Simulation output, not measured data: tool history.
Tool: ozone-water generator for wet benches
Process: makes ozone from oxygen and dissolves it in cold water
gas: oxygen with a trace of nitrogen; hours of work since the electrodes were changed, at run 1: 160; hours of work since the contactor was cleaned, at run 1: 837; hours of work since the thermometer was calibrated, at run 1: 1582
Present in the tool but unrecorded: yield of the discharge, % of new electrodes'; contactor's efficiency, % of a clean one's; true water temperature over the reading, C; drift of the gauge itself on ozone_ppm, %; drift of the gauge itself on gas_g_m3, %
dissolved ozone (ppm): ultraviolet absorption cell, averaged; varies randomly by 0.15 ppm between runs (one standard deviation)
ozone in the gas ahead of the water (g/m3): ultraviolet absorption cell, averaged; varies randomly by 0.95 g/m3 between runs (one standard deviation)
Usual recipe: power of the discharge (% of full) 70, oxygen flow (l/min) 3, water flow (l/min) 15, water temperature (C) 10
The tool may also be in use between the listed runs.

run,hour,power of the discharge (% of full),oxygen flow (l/min),water flow (l/min),water temperature (C),hours of work since the electrodes were changed,hours of work since the contactor was cleaned,hours of work since the thermometer was calibrated,dissolved ozone (ppm),ozone in the gas ahead of the water (g/m3)
1,0,70,3,15,10,160,837,1582,18.2,160.8
2,37.2,70,3,15,10,197,874,1619,18,159
3,65.1,70,3,15,10,224,901,1647,18.1,159.6
4,96.5,70,3,11,10,255,932,1677,23.3,161.4
5,130.3,70,3,15,10,288,966,1711,18,159.5
6,159.7,70,3,15,10,317,995,1740,18.1,160.4
7,186.9,70,3,15,10,344,1021,1766,18.5,160.5
8,236.7,70,3,15,10,393,1070,1815,18.1,161
9,271.6,70,3,15,10,427,1105,1850,18.3,160.2
10,319,70,3,15,10,474,1151,1896,18.1,160.8
11,341.9,70,3,15,10,497,1174,1919,18.3,159.9
12,369.4,70,3,15,10,524,1201,1946,18.1,160.8
13,401.7,70,3,15,10,555,1233,1978,18,159.8
14,445.5,70,3,15,10,599,1276,2021,18.1,158
15,478.2,70,3,16,9,631,1308,2053,17.3,156.7
16,509.8,70,3,16,9,662,1339,2084,17.2,158.7
17,547.9,70,2.71,15,7,699,1377,2122,18.4,169.5
18,571.4,41,3.23,15,7,722,1400,2145,11.7,93
19,610.7,41,3.09,18,7,761,1438,2183,9.5,96.9
20,641.7,41,3.09,18,7,792,1469,2214,9.6,95.9
21,668.4,41,3.09,18,7,818,1495,2240,9.6,96.1
22,692.9,78,3.09,18,7,842,1519,2264,17.3,170.6

Run 23, settings as shown, results not yet in. Your forecast:
23,744,45,2.19,11,12,892,1570,2315,?,?

Run 23 yielded dissolved ozone (ppm) 15.4, ozone in the gas ahead of the water (g/m3) 131.
The same run, on a tool lacking any hidden state, would have yielded dissolved ozone (ppm) 15.8, ozone in the gas ahead of the water (g/m3) 132.

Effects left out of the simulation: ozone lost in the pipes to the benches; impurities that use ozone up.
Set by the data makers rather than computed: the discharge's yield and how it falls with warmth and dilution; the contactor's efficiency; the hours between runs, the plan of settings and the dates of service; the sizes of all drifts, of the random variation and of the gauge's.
